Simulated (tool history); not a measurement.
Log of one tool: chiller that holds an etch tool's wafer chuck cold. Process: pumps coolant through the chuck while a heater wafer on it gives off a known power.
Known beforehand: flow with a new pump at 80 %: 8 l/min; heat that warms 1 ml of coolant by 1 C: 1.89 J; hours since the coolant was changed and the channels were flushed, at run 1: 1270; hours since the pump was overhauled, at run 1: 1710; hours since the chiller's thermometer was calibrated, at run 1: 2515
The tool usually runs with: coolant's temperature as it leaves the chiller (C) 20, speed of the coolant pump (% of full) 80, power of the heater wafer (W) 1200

| run | hour | coolant's temperature as it leaves the chiller (C) | speed of the coolant pump (% of full) | power of the heater wafer (W) | hours since the coolant was changed and the channels were flushed | hours since the pump was overhauled | hours since the chiller's thermometer was calibrated | chuck's temperature once it has settled (C) | how much warmer the coolant comes back (C) |
|---|---|---|---|---|---|---|---|---|---|
| 1 | 0.0 | 20 | 80 | 1200 | 1270 | 1710 | 2515 | 29.2 | 5.03 |
| 2 | 119.8 | 20 | 80 | 1540 | 1390 | 1830 | 2634 | 32.1 | 6.57 |
| 3 | 200.6 | 20 | 80 | 1540 | 1471 | 1911 | 2715 | 32.2 | 6.54 |
| 4 | 301.9 | 20 | 80 | 1540 | 1572 | 2012 | 2817 | 32.1 | 6.58 |
| 5 | 359.4 | 20 | 80 | 1710 | 1630 | 2070 | 2874 | 33.5 | 7.34 |
| 6 | 461.3 | 20 | 80 | 1710 | 1732 | 2171 | 2976 | 33.7 | 7.33 |
| 7 | 562.8 | 20 | 80 | 1200 | 1833 | 2273 | 3077 | 29.3 | 5.13 |
| 8 | 621.7 | 20 | 80 | 1176 | 1892 | 2332 | 3136 | 29.1 | 5.10 |
| 9 | 716.1 | 20 | 80 | 1176 | 1987 | 2426 | 3231 | 28.9 | 5.11 |
| 10 | 787.3 | 20 | 80 | 958 | 2058 | 2497 | 3302 | 27.3 | 4.15 |
| 11 | 879.6 | 11 | 80 | 958 | 2150 | 2590 | 3394 | 18.3 | 4.15 |
| 12 | 952.5 | 11 | 80 | 958 | 2223 | 2663 | 3467 | 18.1 | 4.23 |
| 13 | 1026.2 | 19 | 80 | 1200 | 2297 | 2736 | 3541 | 28.2 | 5.28 |
| 14 | 1091.3 | 20 | 80 | 1200 | 2362 | 2801 | 3606 | 29.5 | 5.30 |
| 15 | 1149.3 | 20 | 80 | 1200 | 2420 | 2859 | 3664 | 29.3 | 5.27 |
| 16 | 1236.8 | 20 | 80 | 1200 | 2507 | 2947 | 3751 | 29.4 | 5.33 |
| 17 | 1299.6 | 21 | 80 | 625 | 2570 | 3010 | 3814 | 25.3 | 2.77 |
| 18 | 1357.4 | 21 | 69 | 846 | 2628 | 3068 | 3872 | 27.9 | 4.32 |
| 19 | 1455.5 | 19 | 77 | 785 | 2726 | 3166 | 3970 | 24.9 | 3.61 |
|  | 1577.5 | coolant changed, channels flushed |
| 20 | 1580.8 | 20 | 77 | 1200 | 3 | 3285 | 4089 | 29.2 | 5.53 |
| 21 | 1656.7 | 11 | 62 | 819 | 79 | 3361 | 4165 | 18.1 | 4.64 |
| 22 | 1764.5 | 13 | 86 | 1533 | 187 | 3469 | 4273 | 24.1 | 6.46 |
| 23 | 1816.9 | 18 | 80 | 1112 | 239 | 3521 | 4326 | 26.1 | 5.01 |
| 24 | 1935.1 | 18 | 80 | 1112 | 358 | 3639 | 4444 | 26.3 | 4.99 |
| 25 | 2014.4 | 18 | 80 | 1112 | 437 | 3719 | 4523 | 26.2 | 5.09 |
|  | 2091.2 | chiller's thermometer calibrated |
| 26 | 2120.2 | 14 | 80 | 828 | 542 | 3823 | 29 | 21.2 | 3.78 |
| 27 | 2236.6 | 18 | 74 | 828 | 658 | 3940 | 145 | 25.2 | 4.06 |
| 28 | 2295.7 | 25 | 72 | 1200 | 717 | 3999 | 204 | 36.0 | 6.07 |
| 29 | 2358.8 | 30 | 88 | 1200 | 780 | 4062 | 268 | 39.7 | 5.07 |
| 30 | 2419.3 | 30 | 88 | 1200 | 841 | 4122 | 328 | 39.7 | 5.06 |
| 31 | 2475.3 | 30 | 88 | 1200 | 897 | 4178 | 384 | 39.8 | 5.10 |

Here are 4 independent what-if runs from the current tool condition. What would each one return?
| A | 2571.2 | 20 | 80 | 722 | 993 | 4274 | 480 | ? | ? |
| B | 2571.2 | 30 | 76 | 1200 | 993 | 4274 | 480 | ? | ? |
| C | 2571.2 | 16 | 88 | 1325 | 993 | 4274 | 480 | ? | ? |
| D | 2571.2 | 19 | 61 | 688 | 993 | 4274 | 480 | ? | ? |

| run | chuck's temperature once it has settled (C) | how much warmer the coolant comes back (C) |
|---|---|---|
| A | 26.3 | 3.32 |
| B | 40.8 | 5.85 |
| C | 26.9 | 5.67 |
| D | 26.1 | 4.15 |
Stripped of hidden state, with their random variation kept, the same runs would have yielded:
| run | chuck's temperature once it has settled (C) | how much warmer the coolant comes back (C) |
|---|---|---|
| A | 25.8 | 2.82 |
| B | 39.7 | 4.98 |
| C | 25.8 | 4.84 |
| D | 25.4 | 3.53 |
